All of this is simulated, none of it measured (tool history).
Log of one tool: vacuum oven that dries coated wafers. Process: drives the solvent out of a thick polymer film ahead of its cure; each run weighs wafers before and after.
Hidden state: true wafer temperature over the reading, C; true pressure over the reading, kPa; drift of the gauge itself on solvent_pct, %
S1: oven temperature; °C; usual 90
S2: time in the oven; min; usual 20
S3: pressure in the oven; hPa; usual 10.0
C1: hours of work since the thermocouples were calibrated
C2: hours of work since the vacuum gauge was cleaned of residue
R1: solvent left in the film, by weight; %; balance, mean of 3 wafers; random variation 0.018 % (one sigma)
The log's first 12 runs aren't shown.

run	hour	S1	S2	S3	C1	C2	R1
13	512.5	90	23	10.0	767	476	0.80
14	558.6	90	20	10.0	793	501	1.08
15	597.8	90	20	10.0	815	523	1.08
16	626.6	90	20	14.2	831	540	1.25
17	673.7	90	20	10.0	858	566	1.11
18	709.1	90	20	10.0	877	586	1.07
19	766.9	90	21	10.0	910	618	1.01
# hour 789.9: oven's thermocouples calibrated
20	798.7	90	20	27.9	5	635	1.88
21	837.8	90	19	27.9	27	657	1.99
22	870.8	90	19	27.9	45	676	2.00
23	918.7	91	20	10.0	72	703	1.10
24	981.8	90	20	30.3	108	738	1.96
25	1010.6	104	24	11.2	124	754	0.30

Run 26 comes next. What will it give?
26	1054.7	104	24	11.2	149	779	?

Run 26 gave R1 0.30 %.
Without the tool's hidden state the same run would have given R1 0.22 %.
